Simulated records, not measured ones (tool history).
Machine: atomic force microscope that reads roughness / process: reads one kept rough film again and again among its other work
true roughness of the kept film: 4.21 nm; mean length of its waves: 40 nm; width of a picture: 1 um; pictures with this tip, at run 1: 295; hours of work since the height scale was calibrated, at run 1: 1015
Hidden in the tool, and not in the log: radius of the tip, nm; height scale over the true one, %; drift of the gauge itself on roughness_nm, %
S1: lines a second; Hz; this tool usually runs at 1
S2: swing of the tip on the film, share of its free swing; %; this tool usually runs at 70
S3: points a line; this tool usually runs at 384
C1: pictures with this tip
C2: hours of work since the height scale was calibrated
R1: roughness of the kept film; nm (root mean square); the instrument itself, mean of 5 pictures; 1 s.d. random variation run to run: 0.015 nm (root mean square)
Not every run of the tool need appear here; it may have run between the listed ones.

run 1 hour=0 | S1=1 S2=70 S3=384 | C1=295 C2=1015 | R1=3.654
run 2 hour=31.6 | S1=1 S2=70 S3=384 | C1=348 C2=1033 | R1=3.651
-- hour=49.3 new tip fitted
run 3 hour=85.6 | S1=2.64 S2=70 S3=384 | C1=60 C2=1063 | R1=3.418
run 4 hour=145.5 | S1=2.64 S2=70 S3=384 | C1=160 C2=1096 | R1=3.421
run 5 hour=180.8 | S1=2.64 S2=70 S3=384 | C1=219 C2=1116 | R1=3.433
run 6 hour=233.2 | S1=2.64 S2=70 S3=384 | C1=307 C2=1145 | R1=3.423
-- hour=273 new tip fitted
run 7 hour=274.9 | S1=1 S2=61 S3=384 | C1=3 C2=1168 | R1=3.706
run 8 hour=342.5 | S1=1 S2=70 S3=998 | C1=116 C2=1206 | R1=3.667
run 9 hour=388.7 | S1=1 S2=70 S3=998 | C1=193 C2=1232 | R1=3.669
run 10 hour=439.9 | S1=1 S2=70 S3=998 | C1=279 C2=1261 | R1=3.665
run 11 hour=489.6 | S1=1 S2=70 S3=998 | C1=362 C2=1289 | R1=3.646
-- hour=496.8 new tip fitted
run 12 hour=520.4 | S1=0.94 S2=70 S3=384 | C1=39 C2=1305 | R1=3.665
run 13 hour=575.1 | S1=0.94 S2=70 S3=384 | C1=130 C2=1336 | R1=3.662
run 14 hour=621.8 | S1=1 S2=70 S3=384 | C1=208 C2=1362 | R1=3.644
run 15 hour=686.2 | S1=1 S2=70 S3=384 | C1=316 C2=1398 | R1=3.622
-- hour=717.3 new tip fitted
run 16 hour=757.8 | S1=1 S2=70 S3=384 | C1=67 C2=1438 | R1=3.644
run 17 hour=793.5 | S1=1 S2=70 S3=384 | C1=127 C2=1458 | R1=3.638
run 18 hour=845.6 | S1=1 S2=70 S3=384 | C1=214 C2=1487 | R1=3.607
run 19 hour=910.6 | S1=1 S2=70 S3=384 | C1=322 C2=1524 | R1=3.609
-- hour=940.9 new tip fitted
run 20 hour=958.9 | S1=1 S2=70 S3=384 | C1=30 C2=1550 | R1=3.642
run 21 hour=993.3 | S1=1 S2=70 S3=384 | C1=88 C2=1570 | R1=3.649
run 22 hour=1046 | S1=2.33 S2=70 S3=384 | C1=176 C2=1599 | R1=3.469
run 23 hour=1095.9 | S1=1 S2=70 S3=421 | C1=259 C2=1627 | R1=3.65
-- hour=1133.2 height scale calibrated on a step standard
-- hour=1163.4 new tip fitted
run 24 hour=1169.5 | S1=1 S2=58 S3=384 | C1=10 C2=20 | R1=3.718
run 25 hour=1225.8 | S1=1 S2=58 S3=384 | C1=104 C2=52 | R1=3.738
run 26 hour=1283.7 | S1=1 S2=58 S3=384 | C1=201 C2=84 | R1=3.707
run 27 hour=1348 | S1=1 S2=58 S3=384 | C1=308 C2=120 | R1=3.712
-- hour=1387.8 new tip fitted
run 28 hour=1402.4 | S1=1 S2=58 S3=384 | C1=25 C2=150 | R1=3.738
run 29 hour=1443.4 | S1=0.95 S2=82 S3=384 | C1=93 C2=173 | R1=3.535
run 30 hour=1499.2 | S1=1 S2=70 S3=295 | C1=186 C2=204 | R1=3.643
run 31 hour=1530 | S1=1.01 S2=60 S3=665 | C1=238 C2=221 | R1=3.731
run 32 hour=1598.7 | S1=0.53 S2=70 S3=371 | C1=353 C2=260 | R1=3.711
-- hour=1610.9 new tip fitted
run 33 hour=1667.6 | S1=2.04 S2=85 S3=443 | C1=95 C2=298 | R1=3.229
run 34 hour=1730.5 | S1=0.63 S2=85 S3=408 | C1=200 C2=333 | R1=3.601
run 35 hour=1802.7 | S1=0.59 S2=70 S3=888 | C1=320 C2=374 | R1=3.719
-- hour=1834.4 new tip fitted
run 36 hour=1869.4 | S1=1.53 S2=62 S3=384 | C1=58 C2=411 | R1=3.676
run 37 hour=1935 | S1=1 S2=71 S3=384 | C1=168 C2=447 | R1=3.625
run 38 hour=1995.4 | S1=1 S2=71 S3=384 | C1=269 C2=481 | R1=3.61
run 39 hour=2041.2 | S1=1 S2=70 S3=821 | C1=345 C2=507 | R1=3.643
-- hour=2058.4 new tip fitted
run 40 hour=2089.8 | S1=1 S2=70 S3=821 | C1=52 C2=534 | R1=3.657
run 41 hour=2126.5 | S1=1 S2=72 S3=384 | C1=114 C2=554 | R1=3.634
run 42 hour=2168.1 | S1=1 S2=72 S3=270 | C1=183 C2=578 | R1=3.596
run 43 hour=2232.1 | S1=1 S2=72 S3=270 | C1=290 C2=613 | R1=3.588
-- hour=2278.6 new tip fitted
run 44 hour=2285.2 | S1=0.85 S2=60 S3=384 | C1=11 C2=643 | R1=3.727
run 45 hour=2322.3 | S1=1.08 S2=70 S3=384 | C1=72 C2=664 | R1=3.616
run 46 hour=2366 | S1=1.08 S2=70 S3=384 | C1=146 C2=688 | R1=3.644
run 47 hour=2397.6 | S1=1.08 S2=70 S3=384 | C1=198 C2=706 | R1=3.605
run 48 hour=2443.8 | S1=1.55 S2=70 S3=384 | C1=275 C2=731 | R1=3.564
run 49 hour=2488.4 | S1=1.55 S2=70 S3=384 | C1=350 C2=756 | R1=3.561
-- hour=2502 new tip fitted
run 50 hour=2548.4 | S1=1 S2=57 S3=504 | C1=77 C2=790 | R1=3.725
run 51 hour=2618.2 | S1=0.69 S2=68 S3=491 | C1=194 C2=829 | R1=3.704
run 52 hour=2690.7 | S1=0.69 S2=68 S3=491 | C1=315 C2=869 | R1=3.703

Predict each of these 4 candidate next runs independently; none follows another, all start after run 52:
-- hour=2724.7 new tip fitted
run A hour=2726 | S1=0.69 S2=68 S3=722 | C1=2 C2=889 | R1=?
-- hour=2724.7 new tip fitted
run B hour=2726 | S1=1 S2=88 S3=384 | C1=2 C2=889 | R1=?
-- hour=2724.7 new tip fitted
run C hour=2726 | S1=2.97 S2=78 S3=450 | C1=2 C2=889 | R1=?
-- hour=2724.7 new tip fitted
run D hour=2726 | S1=0.74 S2=70 S3=384 | C1=2 C2=889 | R1=?

run=A R1=3.722
run=B R1=3.458
run=C R1=3.178
run=D R1=3.686
Without the tool's hidden state the same runs would have given:
run=A R1=3.722
run=B R1=3.458
run=C R1=3.178
run=D R1=3.686
